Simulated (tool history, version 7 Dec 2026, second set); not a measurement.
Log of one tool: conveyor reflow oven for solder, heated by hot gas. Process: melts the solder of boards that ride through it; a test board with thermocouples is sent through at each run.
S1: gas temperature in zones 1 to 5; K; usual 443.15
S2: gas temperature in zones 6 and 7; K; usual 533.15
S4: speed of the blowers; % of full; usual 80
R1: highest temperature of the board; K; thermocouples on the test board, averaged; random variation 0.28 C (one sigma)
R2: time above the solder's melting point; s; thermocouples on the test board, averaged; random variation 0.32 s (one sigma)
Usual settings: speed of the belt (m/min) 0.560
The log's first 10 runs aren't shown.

Run 11, hour 85.4: usual settings. Result: R1 520.05 K, R2 51.9 s.
Run 12, hour 91.0: usual settings. Result: R1 521.05 K, R2 51.5 s.
Run 13, hour 97.3: usual settings. Result: R1 520.95 K, R2 52.3 s.
Run 14, hour 104.4: usual settings. Result: R1 520.25 K, R2 51.3 s.
Run 15, hour 113.3: usual settings. Result: R1 520.45 K, R2 51.4 s.
Run 16, hour 121.7: usual settings but speed of the belt (m/min) 0.587. Result: R1 518.85 K, R2 47.4 s.
Run 17, hour 131.4: usual settings but S1 441.15 K, speed of the belt (m/min) 0.592. Result: R1 518.45 K, R2 45.5 s.
Run 18, hour 140.8: usual settings but S1 441.15 K, S2 547.15 K, speed of the belt (m/min) 0.592. Result: R1 529.95 K, R2 53.9 s.
Run 19, hour 150.0: usual settings but S1 441.15 K, S2 524.15 K, speed of the belt (m/min) 0.592, S4 87 % of full. Result: R1 512.15 K, R2 41.0 s.
Run 20, hour 161.0: usual settings but S2 526.15 K, S4 65 % of full. Result: R1 509.65 K, R2 38.9 s.
Run 21, hour 169.9: usual settings but S1 445.15 K, S4 69 % of full. Result: R1 517.15 K, R2 48.6 s.
Run 22, hour 177.9: usual settings but S1 454.15 K, S2 546.15 K, speed of the belt (m/min) 0.550, S4 85 % of full. Result: R1 534.85 K, R2 66.0 s.
Run 23, hour 187.2: usual settings but S1 454.15 K, S2 546.15 K, speed of the belt (m/min) 0.550, S4 85 % of full. Result: R1 535.15 K, R2 65.9 s.
Run 24, hour 195.6: usual settings but S1 451.15 K, S2 530.15 K, speed of the belt (m/min) 0.587, S4 70 % of full. Result: R1 514.75 K, R2 45.9 s.
Run 25, hour 202.1: usual settings but S1 431.15 K, S4 84 % of full. Result: R1 518.85 K, R2 46.8 s.
Run 26, hour 209.3: usual settings but S1 431.15 K, S4 84 % of full. Result: R1 518.75 K, R2 46.4 s.
Run 27, hour 214.3: usual settings but S1 447.15 K, S2 532.15 K, speed of the belt (m/min) 0.595, S4 87 % of full. Result: R1 519.85 K, R2 49.1 s.
Run 28, hour 223.6: usual settings but S1 447.15 K, S2 532.15 K, speed of the belt (m/min) 0.540, S4 76 % of full. Result: R1 519.55 K, R2 54.3 s.
Run 29, hour 230.2: usual settings but S1 447.15 K, S2 532.15 K, speed of the belt (m/min) 0.540, S4 76 % of full. Result: R1 519.65 K, R2 54.5 s.
Run 30, hour 237.0: usual settings but S1 438.15 K, S2 532.15 K, speed of the belt (m/min) 0.540, S4 76 % of full. Result: R1 518.15 K, R2 49.4 s.
Run 31, hour 243.4: usual settings but S1 438.15 K, S2 532.15 K, speed of the belt (m/min) 0.540, S4 76 % of full. Result: R1 518.35 K, R2 49.8 s.

4 ways to go on from here, each from the tool as it stands after run 31. What would each give?
Run A, hour 253.4: usual settings but S1 438.15 K, S2 532.15 K, speed of the belt (m/min) 0.506, S4 76 % of full. Result: R1 ?, R2 ?.
Run B, hour 253.4: usual settings but S2 541.15 K, speed of the belt (m/min) 0.542. Result: R1 ?, R2 ?.
Run C, hour 253.4: usual settings but S1 441.15 K, S2 532.15 K, speed of the belt (m/min) 0.540, S4 84 % of full. Result: R1 ?, R2 ?.
Run D, hour 253.4: usual settings but S2 523.15 K, speed of the belt (m/min) 0.460, S4 56 % of full. Result: R1 ?, R2 ?.

run      R1    R2
  A  520.15  55.4
  B  527.45  58.1
  C  520.15  52.8
  D  510.15  50.0
Without the tool's hidden state the same runs would have given:
run      R1    R2
  A  519.15  54.5
  B  526.55  57.4
  C  519.25  52.2
  D  508.75  48.1

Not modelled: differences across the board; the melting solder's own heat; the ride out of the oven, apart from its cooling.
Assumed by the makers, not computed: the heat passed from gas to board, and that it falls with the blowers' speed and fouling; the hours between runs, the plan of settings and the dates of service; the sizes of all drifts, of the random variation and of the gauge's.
